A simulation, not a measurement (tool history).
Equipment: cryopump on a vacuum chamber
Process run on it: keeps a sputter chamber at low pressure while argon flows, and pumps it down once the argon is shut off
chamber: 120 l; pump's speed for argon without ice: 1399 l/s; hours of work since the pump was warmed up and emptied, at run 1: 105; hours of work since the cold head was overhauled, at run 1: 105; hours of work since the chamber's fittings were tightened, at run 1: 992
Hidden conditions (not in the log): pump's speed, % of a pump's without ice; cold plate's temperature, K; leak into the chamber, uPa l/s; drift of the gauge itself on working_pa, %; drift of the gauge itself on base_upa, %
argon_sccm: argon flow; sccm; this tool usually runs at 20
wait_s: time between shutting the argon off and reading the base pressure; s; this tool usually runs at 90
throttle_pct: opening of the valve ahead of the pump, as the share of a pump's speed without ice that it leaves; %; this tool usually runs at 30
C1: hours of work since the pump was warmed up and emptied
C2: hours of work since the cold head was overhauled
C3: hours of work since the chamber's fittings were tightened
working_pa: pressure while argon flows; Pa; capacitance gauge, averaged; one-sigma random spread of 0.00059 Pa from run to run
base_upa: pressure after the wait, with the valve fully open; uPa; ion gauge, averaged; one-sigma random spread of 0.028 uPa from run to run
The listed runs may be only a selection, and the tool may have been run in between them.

run 1 hour=0.0 | argon_sccm=20 wait_s=90 throttle_pct=30 | C1=105 C2=105 C3=992 | working_pa=0.0825 base_upa=2.21
run 2 hour=9.0 | argon_sccm=20 wait_s=90 throttle_pct=30 | C1=110 C2=110 C3=998 | working_pa=0.0831 base_upa=2.32
run 3 hour=28.3 | argon_sccm=20 wait_s=90 throttle_pct=30 | C1=122 C2=122 C3=1010 | working_pa=0.0826 base_upa=2.33
run 4 hour=39.1 | argon_sccm=20 wait_s=90 throttle_pct=16 | C1=129 C2=129 C3=1017 | working_pa=0.1539 base_upa=2.38
run 5 hour=58.4 | argon_sccm=20 wait_s=90 throttle_pct=16 | C1=141 C2=141 C3=1029 | working_pa=0.1545 base_upa=2.38
run 6 hour=76.1 | argon_sccm=20 wait_s=90 throttle_pct=30 | C1=152 C2=152 C3=1040 | working_pa=0.0841 base_upa=2.50
run 7 hour=89.3 | argon_sccm=20 wait_s=90 throttle_pct=30 | C1=160 C2=160 C3=1048 | working_pa=0.0850 base_upa=2.40
run 8 hour=103.3 | argon_sccm=20 wait_s=90 throttle_pct=30 | C1=169 C2=169 C3=1056 | working_pa=0.0851 base_upa=2.44
run 9 hour=120.2 | argon_sccm=20 wait_s=291 throttle_pct=30 | C1=179 C2=179 C3=1067 | working_pa=0.0847 base_upa=1.73
run 10 hour=140.4 | argon_sccm=20 wait_s=291 throttle_pct=30 | C1=192 C2=192 C3=1079 | working_pa=0.0851 base_upa=1.75
run 11 hour=159.2 | argon_sccm=20 wait_s=291 throttle_pct=30 | C1=203 C2=203 C3=1091 | working_pa=0.0842 base_upa=1.81
run 12 hour=178.3 | argon_sccm=20 wait_s=291 throttle_pct=30 | C1=215 C2=215 C3=1103 | working_pa=0.0863 base_upa=1.81
run 13 hour=191.1 | argon_sccm=20 wait_s=90 throttle_pct=30 | C1=223 C2=223 C3=1111 | working_pa=0.0854 base_upa=2.57
run 14 hour=209.7 | argon_sccm=20 wait_s=90 throttle_pct=30 | C1=235 C2=235 C3=1122 | working_pa=0.0864 base_upa=2.66
run 15 hour=230.7 | argon_sccm=20 wait_s=90 throttle_pct=22 | C1=248 C2=248 C3=1135 | working_pa=0.1157 base_upa=2.73
run 16 hour=252.0 | argon_sccm=20 wait_s=90 throttle_pct=22 | C1=261 C2=261 C3=1148 | working_pa=0.1169 base_upa=2.73
run 17 hour=266.6 | argon_sccm=37 wait_s=90 throttle_pct=22 | C1=270 C2=270 C3=1158 | working_pa=0.2156 base_upa=2.72
run 18 hour=281.8 | argon_sccm=37 wait_s=90 throttle_pct=22 | C1=279 C2=279 C3=1167 | working_pa=0.2152 base_upa=2.78
run 19 hour=300.4 | argon_sccm=20 wait_s=109 throttle_pct=19 | C1=291 C2=291 C3=1178 | working_pa=0.1338 base_upa=2.60
run 20 hour=315.4 | argon_sccm=20 wait_s=62 throttle_pct=26 | C1=300 C2=300 C3=1188 | working_pa=0.0996 base_upa=3.26
run 21 hour=331.2 | argon_sccm=9 wait_s=146 throttle_pct=30 | C1=310 C2=310 C3=1197 | working_pa=0.0399 base_upa=2.39
run 22 hour=348.4 | argon_sccm=31 wait_s=192 throttle_pct=30 | C1=321 C2=321 C3=1208 | working_pa=0.1390 base_upa=2.31
run 23 hour=358.3 | argon_sccm=31 wait_s=192 throttle_pct=30 | C1=327 C2=327 C3=1214 | working_pa=0.1398 base_upa=2.37
run 24 hour=369.6 | argon_sccm=21 wait_s=21 throttle_pct=40 | C1=334 C2=334 C3=1221 | working_pa=0.0731 base_upa=6.40
run 25 hour=381.1 | argon_sccm=8 wait_s=90 throttle_pct=30 | C1=341 C2=341 C3=1228 | working_pa=0.0355 base_upa=2.90
run 26 hour=394.7 | argon_sccm=8 wait_s=90 throttle_pct=30 | C1=349 C2=349 C3=1237 | working_pa=0.0363 base_upa=2.97
run 27 hour=414.6 | argon_sccm=9 wait_s=276 throttle_pct=28 | C1=362 C2=362 C3=1249 | working_pa=0.0432 base_upa=2.24
run 28 hour=433.9 | argon_sccm=9 wait_s=276 throttle_pct=28 | C1=374 C2=374 C3=1261 | working_pa=0.0445 base_upa=2.32
run 29 hour=447.5 | argon_sccm=9 wait_s=278 throttle_pct=55 | C1=382 C2=382 C3=1270 | working_pa=0.0244 base_upa=2.33
-- hour=469.9 pump warmed up, emptied and cooled again
run 30 hour=470.4 | argon_sccm=18 wait_s=21 throttle_pct=30 | C1=0 C2=393 C3=1281 | working_pa=0.0728 base_upa=6.07
run 31 hour=479.2 | argon_sccm=27 wait_s=90 throttle_pct=33 | C1=6 C2=398 C3=1286 | working_pa=0.0982 base_upa=2.49
run 32 hour=496.1 | argon_sccm=16 wait_s=90 throttle_pct=24 | C1=16 C2=409 C3=1296 | working_pa=0.0813 base_upa=2.54
run 33 hour=508.9 | argon_sccm=16 wait_s=23 throttle_pct=45 | C1=24 C2=417 C3=1304 | working_pa=0.0436 base_upa=5.58

Below are 4 alternative next runs, each starting from the tool's condition after run 33. Predict each:
run A hour=517.8 | argon_sccm=28 wait_s=90 throttle_pct=30 | C1=30 C2=422 C3=1310 | working_pa=? base_upa=?
run B hour=517.8 | argon_sccm=20 wait_s=90 throttle_pct=57 | C1=30 C2=422 C3=1310 | working_pa=? base_upa=?
run C hour=517.8 | argon_sccm=39 wait_s=92 throttle_pct=45 | C1=30 C2=422 C3=1310 | working_pa=? base_upa=?
run D hour=517.8 | argon_sccm=24 wait_s=31 throttle_pct=22 | C1=30 C2=422 C3=1310 | working_pa=? base_upa=?

run=A working_pa=0.1152 base_upa=2.60
run=B working_pa=0.0433 base_upa=2.53
run=C working_pa=0.1063 base_upa=2.51
run=D working_pa=0.1327 base_upa=4.51
Had the tool no hidden state, the same runs would have come out as:
run=A working_pa=0.1140 base_upa=1.32
run=B working_pa=0.0424 base_upa=1.30
run=C working_pa=0.1046 base_upa=1.28
run=D working_pa=0.1316 base_upa=3.28
